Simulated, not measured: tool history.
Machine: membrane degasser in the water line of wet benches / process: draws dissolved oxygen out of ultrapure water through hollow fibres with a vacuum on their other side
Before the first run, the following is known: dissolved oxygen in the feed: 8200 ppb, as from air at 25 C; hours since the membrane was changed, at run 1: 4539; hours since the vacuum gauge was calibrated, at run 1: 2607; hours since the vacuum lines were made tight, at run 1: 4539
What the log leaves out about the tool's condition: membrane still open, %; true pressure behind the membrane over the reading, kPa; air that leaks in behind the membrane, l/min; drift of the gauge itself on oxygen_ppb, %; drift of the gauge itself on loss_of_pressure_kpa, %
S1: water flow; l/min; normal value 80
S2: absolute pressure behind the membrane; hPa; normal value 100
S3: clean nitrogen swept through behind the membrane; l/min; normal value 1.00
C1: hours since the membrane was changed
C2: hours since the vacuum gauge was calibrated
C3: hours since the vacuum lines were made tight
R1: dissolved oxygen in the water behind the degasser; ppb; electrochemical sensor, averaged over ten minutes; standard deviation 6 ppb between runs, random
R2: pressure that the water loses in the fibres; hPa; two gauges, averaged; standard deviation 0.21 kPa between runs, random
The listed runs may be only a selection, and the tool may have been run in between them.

{"run": 1, "day": 0.0, "S1": 80, "S2": 100, "S3": 1.0, "C1": 4539, "C2": 2607, "C3": 4539, "R1": 1041.8, "R2": 494.8}
{"run": 2, "day": 6.442, "S1": 80, "S2": 100, "S3": 1.0, "C1": 4694, "C2": 2761, "C3": 4694, "R1": 1039.1, "R2": 493.8}
{"run": 3, "day": 11.958, "S1": 80, "S2": 100, "S3": 0.55, "C1": 4826, "C2": 2893, "C3": 4826, "R1": 1363.3, "R2": 494.8}
{"run": 4, "day": 18.65, "S1": 80, "S2": 100, "S3": 1.0, "C1": 4987, "C2": 3054, "C3": 4987, "R1": 1034.7, "R2": 497.5}
{"run": 5, "day": 23.25, "S1": 80, "S2": 100, "S3": 1.0, "C1": 5097, "C2": 3165, "C3": 5097, "R1": 1031.4, "R2": 498.7}
{"run": 6, "day": 28.25, "S1": 80, "S2": 100, "S3": 1.0, "C1": 5217, "C2": 3285, "C3": 5217, "R1": 1024.7, "R2": 493.1}
{"run": 7, "day": 31.225, "S1": 80, "S2": 100, "S3": 2.37, "C1": 5289, "C2": 3356, "C3": 5289, "R1": 660.4, "R2": 494.2}
{"run": 8, "day": 38.467, "S1": 69, "S2": 74, "S3": 1.39, "C1": 5462, "C2": 3530, "C3": 5462, "R1": 528.3, "R2": 425.4}
{"run": 9, "day": 44.158, "S1": 89, "S2": 100, "S3": 1.59, "C1": 5599, "C2": 3666, "C3": 5599, "R1": 934.5, "R2": 552.5}
{"run": 10, "day": 49.083, "S1": 89, "S2": 100, "S3": 1.59, "C1": 5717, "C2": 3784, "C3": 5717, "R1": 910.7, "R2": 554.3}
{"run": 11, "day": 52.492, "S1": 49, "S2": 61, "S3": 1.0, "C1": 5799, "C2": 3866, "C3": 5799, "R1": 317.9, "R2": 303.1}
{"run": 12, "day": 59.171, "S1": 73, "S2": 82, "S3": 1.0, "C1": 5959, "C2": 4027, "C3": 5959, "R1": 760.0, "R2": 453.3}
{"run": 13, "day": 64.346, "S1": 101, "S2": 82, "S3": 1.0, "C1": 6084, "C2": 4151, "C3": 6084, "R1": 1056.8, "R2": 627.0}

Consider 3 possible next runs. They are alternatives, not a sequence: every one starts from the tool as it was left by run 13. What does each give?
{"run": "A", "day": 69.696, "S1": 101, "S2": 118, "S3": 1.0, "C1": 6212, "C2": 4279, "C3": 6212, "R1": "?", "R2": "?"}
{"run": "B", "day": 69.696, "S1": 100, "S2": 95, "S3": 0.44, "C1": 6212, "C2": 4279, "C3": 6212, "R1": "?", "R2": "?"}
{"run": "C", "day": 69.696, "S1": 101, "S2": 82, "S3": 0.49, "C1": 6212, "C2": 4279, "C3": 6212, "R1": "?", "R2": "?"}

run=A R1=1503.4 R2=623.8
run=B R1=1649.3 R2=617.0
run=C R1=1386.4 R2=622.8
With no hidden state in the tool, these same runs would have given:
run=A R1=1502.4 R2=623.5
run=B R1=1648.1 R2=616.7
run=C R1=1385.0 R2=622.4
